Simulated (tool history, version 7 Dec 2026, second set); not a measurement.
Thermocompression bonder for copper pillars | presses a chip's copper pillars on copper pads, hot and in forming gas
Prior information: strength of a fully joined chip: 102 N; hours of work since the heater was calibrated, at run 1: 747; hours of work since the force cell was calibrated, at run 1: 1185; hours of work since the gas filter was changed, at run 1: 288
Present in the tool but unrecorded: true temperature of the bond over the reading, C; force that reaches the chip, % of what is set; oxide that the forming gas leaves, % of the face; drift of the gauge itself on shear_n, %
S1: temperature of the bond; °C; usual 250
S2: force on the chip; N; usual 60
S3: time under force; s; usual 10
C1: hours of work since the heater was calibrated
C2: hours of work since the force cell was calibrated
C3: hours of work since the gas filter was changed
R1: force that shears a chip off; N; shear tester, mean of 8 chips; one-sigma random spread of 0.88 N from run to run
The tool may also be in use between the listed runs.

{"run": 1, "hour": 0.0, "S1": 250, "S2": 60, "S3": 10, "C1": 747, "C2": 1185, "C3": 288, "R1": 71.9}
{"hour": 6.0, "done": "force cell calibrated"}
{"run": 2, "hour": 55.1, "S1": 250, "S2": 60, "S3": 10, "C1": 782, "C2": 32, "C3": 323, "R1": 67.8}
{"run": 3, "hour": 87.6, "S1": 250, "S2": 60, "S3": 10, "C1": 803, "C2": 53, "C3": 344, "R1": 68.5}
{"run": 4, "hour": 127.9, "S1": 250, "S2": 60, "S3": 10, "C1": 830, "C2": 80, "C3": 370, "R1": 68.1}
{"run": 5, "hour": 161.3, "S1": 250, "S2": 60, "S3": 10, "C1": 852, "C2": 102, "C3": 392, "R1": 68.5}
{"hour": 165.3, "done": "forming gas filter changed"}
{"run": 6, "hour": 216.4, "S1": 250, "S2": 60, "S3": 25, "C1": 887, "C2": 137, "C3": 33, "R1": 89.5}
{"run": 7, "hour": 257.5, "S1": 250, "S2": 60, "S3": 25, "C1": 914, "C2": 164, "C3": 60, "R1": 90.2}
{"run": 8, "hour": 297.8, "S1": 250, "S2": 36, "S3": 25, "C1": 941, "C2": 191, "C3": 87, "R1": 62.8}
{"run": 9, "hour": 340.3, "S1": 250, "S2": 60, "S3": 10, "C1": 968, "C2": 218, "C3": 114, "R1": 73.8}
{"run": 10, "hour": 389.5, "S1": 250, "S2": 60, "S3": 10, "C1": 1001, "C2": 251, "C3": 147, "R1": 71.9}
{"run": 11, "hour": 437.3, "S1": 250, "S2": 60, "S3": 10, "C1": 1032, "C2": 282, "C3": 178, "R1": 73.5}
{"run": 12, "hour": 481.9, "S1": 250, "S2": 60, "S3": 10, "C1": 1061, "C2": 311, "C3": 207, "R1": 72.4}
{"run": 13, "hour": 517.0, "S1": 275, "S2": 42, "S3": 5, "C1": 1084, "C2": 334, "C3": 230, "R1": 54.3}
{"run": 14, "hour": 547.5, "S1": 275, "S2": 42, "S3": 5, "C1": 1104, "C2": 354, "C3": 250, "R1": 55.7}
{"run": 15, "hour": 581.6, "S1": 250, "S2": 84, "S3": 10, "C1": 1126, "C2": 376, "C3": 272, "R1": 85.6}
{"run": 16, "hour": 629.8, "S1": 250, "S2": 43, "S3": 10, "C1": 1158, "C2": 408, "C3": 304, "R1": 54.8}
{"run": 17, "hour": 657.3, "S1": 262, "S2": 73, "S3": 7, "C1": 1176, "C2": 426, "C3": 322, "R1": 79.6}
{"run": 18, "hour": 698.4, "S1": 275, "S2": 74, "S3": 23, "C1": 1203, "C2": 453, "C3": 349, "R1": 90.0}
{"run": 19, "hour": 734.6, "S1": 265, "S2": 41, "S3": 17, "C1": 1226, "C2": 476, "C3": 373, "R1": 68.0}
{"run": 20, "hour": 758.0, "S1": 250, "S2": 61, "S3": 7, "C1": 1242, "C2": 492, "C3": 388, "R1": 65.2}
{"hour": 767.6, "done": "forming gas filter changed"}
{"run": 21, "hour": 807.1, "S1": 280, "S2": 39, "S3": 29, "C1": 1274, "C2": 524, "C3": 26, "R1": 89.4}
{"run": 22, "hour": 862.7, "S1": 230, "S2": 60, "S3": 18, "C1": 1310, "C2": 560, "C3": 62, "R1": 75.3}
{"run": 23, "hour": 885.1, "S1": 230, "S2": 60, "S3": 18, "C1": 1325, "C2": 575, "C3": 77, "R1": 76.9}
{"run": 24, "hour": 925.3, "S1": 230, "S2": 60, "S3": 18, "C1": 1351, "C2": 601, "C3": 103, "R1": 74.4}

Entry by entry between the runs, the difference in hidden state between the last listed run before and the first listed run after:
Logged between run 1 and run 2: force cell calibrated (hour 6.0)
  true temperature of the bond over the reading, C: 4.6 -> 4.8; force that reaches the chip, % of what is set: 103.9 -> 100.2; oxide that the forming gas leaves, % of the face: 8.17 -> 9.03
  measured less the result without the state, R1: -1.3 -> -3.5 N
Logged between run 5 and run 6: forming gas filter changed (hour 165.3)
  true temperature of the bond over the reading, C: 5.1 -> 5.2; force that reaches the chip, % of what is set: 100.5 -> 100.6; oxide that the forming gas leaves, % of the face: 10.74 -> 1.55
  measured less the result without the state, R1: -4.7 -> +1.5 N
Logged between run 20 and run 21: forming gas filter changed (hour 767.6)
  true temperature of the bond over the reading, C: 6.8 -> 7; force that reaches the chip, % of what is set: 101.7 -> 101.8; oxide that the forming gas leaves, % of the face: 10.44 -> 1.17
  measured less the result without the state, R1: -2.2 -> +3.1 N

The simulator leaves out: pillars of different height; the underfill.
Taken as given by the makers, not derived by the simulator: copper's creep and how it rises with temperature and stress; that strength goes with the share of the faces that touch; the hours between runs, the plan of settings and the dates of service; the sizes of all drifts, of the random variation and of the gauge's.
